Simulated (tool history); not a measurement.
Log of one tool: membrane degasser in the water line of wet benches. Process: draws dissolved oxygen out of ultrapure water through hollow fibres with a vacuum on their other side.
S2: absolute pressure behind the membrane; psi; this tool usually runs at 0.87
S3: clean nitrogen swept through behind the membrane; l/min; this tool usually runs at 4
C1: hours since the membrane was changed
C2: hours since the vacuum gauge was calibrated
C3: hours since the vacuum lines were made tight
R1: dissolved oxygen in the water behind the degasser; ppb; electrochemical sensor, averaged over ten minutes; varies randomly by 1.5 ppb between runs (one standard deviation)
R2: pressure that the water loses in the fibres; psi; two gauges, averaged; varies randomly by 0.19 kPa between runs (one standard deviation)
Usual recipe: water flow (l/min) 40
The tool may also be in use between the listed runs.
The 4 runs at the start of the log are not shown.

{"run": 5, "day": 33.617, "water flow (l/min)": 40, "S2": 0.87, "S3": 7.58, "C1": 3071, "C2": 7339, "C3": 4243, "R1": 115.1, "R2": 5.4}
{"day": 40.079, "done": "vacuum gauge calibrated"}
{"run": 6, "day": 41.908, "water flow (l/min)": 40, "S2": 0.87, "S3": 4, "C1": 3270, "C2": 44, "C3": 4441, "R1": 142.1, "R2": 5.314}
{"run": 7, "day": 51.154, "water flow (l/min)": 55, "S2": 0.87, "S3": 4, "C1": 3492, "C2": 266, "C3": 4663, "R1": 234.4, "R2": 7.366}
{"run": 8, "day": 58.254, "water flow (l/min)": 55, "S2": 0.87, "S3": 4, "C1": 3662, "C2": 436, "C3": 4834, "R1": 228.9, "R2": 7.401}
{"run": 9, "day": 64.988, "water flow (l/min)": 40, "S2": 0.87, "S3": 4, "C1": 3824, "C2": 598, "C3": 4995, "R1": 147.7, "R2": 5.333}
{"run": 10, "day": 74.667, "water flow (l/min)": 40, "S2": 0.87, "S3": 4, "C1": 4056, "C2": 830, "C3": 5228, "R1": 144.8, "R2": 5.321}
{"run": 11, "day": 81.062, "water flow (l/min)": 40, "S2": 0.87, "S3": 4, "C1": 4210, "C2": 984, "C3": 5381, "R1": 145.9, "R2": 5.334}
{"run": 12, "day": 92.862, "water flow (l/min)": 40, "S2": 0.87, "S3": 4, "C1": 4493, "C2": 1267, "C3": 5664, "R1": 145.3, "R2": 5.345}
{"run": 13, "day": 99.762, "water flow (l/min)": 38, "S2": 0.87, "S3": 4, "C1": 4658, "C2": 1432, "C3": 5830, "R1": 135.8, "R2": 5.082}
{"run": 14, "day": 105.225, "water flow (l/min)": 40, "S2": 0.87, "S3": 4, "C1": 4789, "C2": 1564, "C3": 5961, "R1": 146.6, "R2": 5.326}
{"run": 15, "day": 116.358, "water flow (l/min)": 40, "S2": 0.902, "S3": 4, "C1": 5057, "C2": 1831, "C3": 6228, "R1": 150.8, "R2": 5.313}
{"run": 16, "day": 126.588, "water flow (l/min)": 39, "S2": 0.87, "S3": 4, "C1": 5302, "C2": 2076, "C3": 6474, "R1": 142.9, "R2": 5.2}
{"run": 17, "day": 137.171, "water flow (l/min)": 39, "S2": 0.87, "S3": 4, "C1": 5556, "C2": 2330, "C3": 6728, "R1": 140.9, "R2": 5.2}
{"run": 18, "day": 144.325, "water flow (l/min)": 39, "S2": 0.87, "S3": 4, "C1": 5728, "C2": 2502, "C3": 6900, "R1": 139.8, "R2": 5.195}
{"run": 19, "day": 154.088, "water flow (l/min)": 36, "S2": 0.87, "S3": 4.92, "C1": 5962, "C2": 2736, "C3": 7134, "R1": 112.4, "R2": 4.786}
{"run": 20, "day": 159.458, "water flow (l/min)": 36, "S2": 0.87, "S3": 4.92, "C1": 6091, "C2": 2865, "C3": 7263, "R1": 116.3, "R2": 4.785}
{"run": 21, "day": 166.662, "water flow (l/min)": 49, "S2": 1.271, "S3": 6.86, "C1": 6264, "C2": 3038, "C3": 7436, "R1": 211.9, "R2": 6.482}
{"run": 22, "day": 174.412, "water flow (l/min)": 49, "S2": 1.271, "S3": 6.86, "C1": 6450, "C2": 3224, "C3": 7622, "R1": 213.1, "R2": 6.537}
{"run": 23, "day": 186.138, "water flow (l/min)": 37, "S2": 0.585, "S3": 6.86, "C1": 6731, "C2": 3505, "C3": 7903, "R1": 80.5, "R2": 4.912}
{"run": 24, "day": 197.729, "water flow (l/min)": 26, "S2": 0.672, "S3": 7.34, "C1": 7010, "C2": 3784, "C3": 8181, "R1": 45, "R2": 3.458}
{"run": 25, "day": 208.725, "water flow (l/min)": 36, "S2": 1.205, "S3": 7.34, "C1": 7274, "C2": 4048, "C3": 8445, "R1": 124.9, "R2": 4.762}
{"run": 26, "day": 215.929, "water flow (l/min)": 36, "S2": 1.205, "S3": 7.34, "C1": 7446, "C2": 4220, "C3": 8618, "R1": 125.9, "R2": 4.749}

Run 27 comes next. What will it give?
{"run": 27, "day": 220.95, "water flow (l/min)": 26, "S2": 0.87, "S3": 7.71, "C1": 7567, "C2": 4341, "C3": 8739, "R1": "?", "R2": "?"}

{"run 27": {"R1": 55.7, "R2": 3.482}}
Without the tool's hidden state the same run would have given R1 55.6 ppb, R2 3.546 psi.
